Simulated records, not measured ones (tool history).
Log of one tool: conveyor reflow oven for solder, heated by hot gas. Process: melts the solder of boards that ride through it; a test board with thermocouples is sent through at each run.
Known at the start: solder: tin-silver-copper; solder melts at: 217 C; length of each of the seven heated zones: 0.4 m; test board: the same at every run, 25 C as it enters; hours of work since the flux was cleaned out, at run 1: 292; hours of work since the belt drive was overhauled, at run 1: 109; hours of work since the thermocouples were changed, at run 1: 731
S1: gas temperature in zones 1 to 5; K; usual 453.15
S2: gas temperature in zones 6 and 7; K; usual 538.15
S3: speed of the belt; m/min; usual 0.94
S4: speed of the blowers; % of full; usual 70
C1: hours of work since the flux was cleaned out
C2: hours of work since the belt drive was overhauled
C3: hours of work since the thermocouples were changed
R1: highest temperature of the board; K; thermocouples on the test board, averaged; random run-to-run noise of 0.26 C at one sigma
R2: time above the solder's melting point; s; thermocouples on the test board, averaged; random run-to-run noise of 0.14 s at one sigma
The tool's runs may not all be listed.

run 1 hour=0 | S1=453.15 S2=538.15 S3=0.94 S4=70 | C1=292 C2=109 C3=731 | R1=524.25 R2=39.3
run 2 hour=43.9 | S1=453.15 S2=538.15 S3=1.071 S4=70 | C1=315 C2=132 C3=753 | R1=520.55 R2=32.1
run 3 hour=70.9 | S1=453.15 S2=538.15 S3=0.786 S4=70 | C1=329 C2=145 C3=767 | R1=528.65 R2=50.7
run 4 hour=109.2 | S1=453.15 S2=538.15 S3=0.94 S4=70 | C1=348 C2=165 C3=787 | R1=524.15 R2=39.3
run 5 hour=139.2 | S1=453.15 S2=538.15 S3=1.094 S4=70 | C1=364 C2=181 C3=803 | R1=519.45 R2=30.9
run 6 hour=163.4 | S1=441.15 S2=538.15 S3=0.94 S4=70 | C1=376 C2=193 C3=815 | R1=522.15 R2=35.6
run 7 hour=194.3 | S1=453.15 S2=538.15 S3=0.94 S4=70 | C1=392 C2=209 C3=831 | R1=524.05 R2=39.2
run 8 hour=225.4 | S1=443.15 S2=538.15 S3=0.94 S4=70 | C1=408 C2=225 C3=847 | R1=522.75 R2=35.9
-- hour=276.3 flux residue cleaned out of gas plates and filters
run 9 hour=276.3 | S1=443.15 S2=538.15 S3=0.94 S4=70 | C1=0 C2=249 C3=871 | R1=522.75 R2=35.8
run 10 hour=304.2 | S1=458.15 S2=538.15 S3=0.94 S4=70 | C1=14 C2=263 C3=885 | R1=525.35 R2=41.2
run 11 hour=330.8 | S1=458.15 S2=538.15 S3=0.94 S4=70 | C1=28 C2=277 C3=899 | R1=524.65 R2=41
run 12 hour=352.4 | S1=453.15 S2=529.15 S3=0.94 S4=70 | C1=39 C2=288 C3=910 | R1=516.25 R2=35.2
run 13 hour=380.6 | S1=453.15 S2=529.15 S3=0.94 S4=70 | C1=54 C2=303 C3=925 | R1=516.25 R2=35.2
run 14 hour=403.8 | S1=453.15 S2=529.15 S3=0.94 S4=70 | C1=66 C2=315 C3=937 | R1=517.05 R2=35.2
run 15 hour=429.6 | S1=453.15 S2=529.15 S3=0.94 S4=70 | C1=79 C2=328 C3=950 | R1=516.75 R2=35.3
run 16 hour=451.7 | S1=453.15 S2=529.15 S3=0.94 S4=70 | C1=90 C2=339 C3=961 | R1=516.75 R2=35.2
run 17 hour=497.7 | S1=453.15 S2=542.15 S3=0.94 S4=70 | C1=114 C2=363 C3=985 | R1=527.45 R2=40.8
run 18 hour=539.9 | S1=453.15 S2=542.15 S3=0.861 S4=70 | C1=136 C2=385 C3=1007 | R1=530.35 R2=46.2
run 19 hour=583.6 | S1=453.15 S2=542.15 S3=0.861 S4=70 | C1=159 C2=407 C3=1029 | R1=530.35 R2=46.3
run 20 hour=609.8 | S1=441.15 S2=527.15 S3=0.939 S4=70 | C1=172 C2=421 C3=1043 | R1=512.65 R2=29.9
run 21 hour=638.4 | S1=453.15 S2=538.15 S3=0.84 S4=57 | C1=187 C2=436 C3=1058 | R1=525.05 R2=44.3
run 22 hour=679.9 | S1=453.15 S2=538.15 S3=0.84 S4=57 | C1=208 C2=457 C3=1079 | R1=524.45 R2=44.3
run 23 hour=712.5 | S1=453.15 S2=528.15 S3=0.825 S4=54 | C1=225 C2=474 C3=1096 | R1=515.85 R2=39.7
run 24 hour=751.2 | S1=453.15 S2=528.15 S3=0.825 S4=54 | C1=245 C2=494 C3=1116 | R1=515.65 R2=39.8
run 25 hour=776.9 | S1=454.15 S2=531.15 S3=0.94 S4=70 | C1=258 C2=507 C3=1129 | R1=518.15 R2=36.8
run 26 hour=804.6 | S1=465.15 S2=541.15 S3=0.908 S4=74 | C1=273 C2=521 C3=1143 | R1=530.85 R2=47.2
run 27 hour=848.5 | S1=462.15 S2=533.15 S3=1.029 S4=71 | C1=295 C2=544 C3=1166 | R1=519.55 R2=35.6
run 28 hour=888.7 | S1=453.15 S2=538.15 S3=0.839 S4=70 | C1=316 C2=565 C3=1187 | R1=527.15 R2=46.1
run 29 hour=933.4 | S1=453.15 S2=538.15 S3=0.764 S4=64 | C1=339 C2=588 C3=1210 | R1=528.15 R2=51.8
run 30 hour=952.2 | S1=453.15 S2=538.15 S3=0.764 S4=64 | C1=349 C2=598 C3=1220 | R1=528.85 R2=51.5
run 31 hour=994.1 | S1=442.15 S2=538.15 S3=0.811 S4=64 | C1=370 C2=619 C3=1241 | R1=525.45 R2=43.9

Predict each of these 3 candidate next runs independently; none follows another, all start after run 31:
run A hour=1029.7 | S1=442.15 S2=538.15 S3=0.811 S4=53 | C1=389 C2=638 C3=1260 | R1=? R2=?
run B hour=1029.7 | S1=454.15 S2=538.15 S3=0.94 S4=70 | C1=389 C2=638 C3=1260 | R1=? R2=?
run C hour=1029.7 | S1=452.15 S2=534.15 S3=0.811 S4=82 | C1=389 C2=638 C3=1260 | R1=? R2=?

run=A R1=523.05 R2=42.1
run=B R1=524.15 R2=39.7
run=C R1=526.05 R2=47.9
Stripped of hidden state, with their random variation kept, the same runs would have yielded:
run=A R1=522.95 R2=42
run=B R1=524.05 R2=39.7
run=C R1=526.05 R2=47.8

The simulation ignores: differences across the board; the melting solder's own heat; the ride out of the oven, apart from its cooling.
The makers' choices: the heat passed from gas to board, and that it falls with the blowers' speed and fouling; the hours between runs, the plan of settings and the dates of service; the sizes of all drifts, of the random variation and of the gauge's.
